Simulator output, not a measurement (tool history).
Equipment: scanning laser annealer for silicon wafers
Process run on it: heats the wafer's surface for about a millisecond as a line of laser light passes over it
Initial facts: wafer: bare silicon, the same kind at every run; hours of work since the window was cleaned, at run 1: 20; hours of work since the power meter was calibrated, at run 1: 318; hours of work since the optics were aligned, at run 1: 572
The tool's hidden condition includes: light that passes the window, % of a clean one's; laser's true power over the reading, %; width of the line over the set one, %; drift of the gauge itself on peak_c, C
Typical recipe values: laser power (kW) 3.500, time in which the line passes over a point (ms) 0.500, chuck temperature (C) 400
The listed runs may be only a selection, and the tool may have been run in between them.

run	hour	laser power (kW)	time in which the line passes over a point (ms)	chuck temperature (C)	hours of work since the window was cleaned	hours of work since the power meter was calibrated	hours of work since the optics were aligned	highest temperature of the surface (C)
1	0.0	3.500	0.500	400	20	318	572	1174
2	27.0	3.415	0.500	400	40	337	592	1151
3	48.3	3.500	0.500	400	55	352	607	1172
4	69.5	3.500	0.600	400	70	368	622	1234
5	91.2	3.500	0.600	400	86	383	638	1231
6	111.2	3.559	0.500	400	100	397	652	1185
7	136.6	3.559	0.500	400	118	416	670	1184
8	156.4	3.559	0.500	400	133	430	684	1182
9	179.2	3.559	0.500	400	149	446	701	1182
10	194.8	3.500	0.500	366	160	457	712	1129
11	210.8	3.500	0.500	400	172	469	723	1163
12	229.0	3.522	0.500	400	185	482	736	1169
13	251.2	3.522	0.500	400	201	498	752	1170
14	277.2	3.500	0.500	400	219	516	771	1161
15	302.4	3.378	0.500	400	237	535	789	1124
16	322.8	3.378	0.500	400	252	549	804	1125
17	343.7	3.500	0.500	413	267	564	819	1174
18	366.2	3.500	0.610	400	283	580	835	1228
19	384.0	3.158	0.500	400	296	593	847	1067
20	406.8	3.500	0.500	400	312	609	864	1155
21	426.5	3.731	0.500	400	326	623	878	1220
22	451.7	3.011	0.539	398	344	642	896	1046
23	471.8	3.496	0.500	400	359	656	910	1153
24	493.4	3.333	0.367	380	374	671	926	1002
25	504.9	3.333	0.367	380	382	680	934	997
26	524.4	3.333	0.367	380	396	694	948	998
27	538.1	3.443	0.500	382	406	703	958	1121
28	554.8	3.394	0.441	382	418	715	970	1064
29	580.1	3.253	0.441	386	436	734	988	1033
30	595.0	3.748	0.500	422	447	744	999	1236
31	615.3	3.045	0.500	422	462	759	1013	1051
32	638.3	3.269	0.428	392	478	775	1030	1032
33	662.4	3.269	0.428	392	495	793	1047	1029
34	683.5	3.500	0.464	397	510	808	1062	1117
35	699.6	3.500	0.464	397	522	819	1074	1115
36	717.2	3.500	0.464	397	535	832	1086	1115
37	734.7	3.500	0.464	397	547	844	1099	1115
38	760.9	3.500	0.464	397	566	863	1118	1115
39	774.8	3.239	0.500	363	576	873	1128	1036
40	788.5	3.402	0.435	398	586	883	1137	1070
41	808.1	3.551	0.407	404	600	897	1151	1091

Consider 4 possible next runs. They are alternatives, not a sequence: every one starts from the tool as it was left by run 41. What does each give?
A	831.2	3.340	0.464	424	616	914	1168	?
B	831.2	3.039	0.605	437	616	914	1168	?
C	831.2	3.677	0.407	404	616	914	1168	?
D	831.2	3.825	0.533	432	616	914	1168	?

run	highest temperature of the surface (C)
A	1097
B	1114
C	1120
D	1276
Take away the tool's hidden state, keep each run's random variation, and the runs would have read:
run	highest temperature of the surface (C)
A	1139
B	1156
C	1165
D	1329
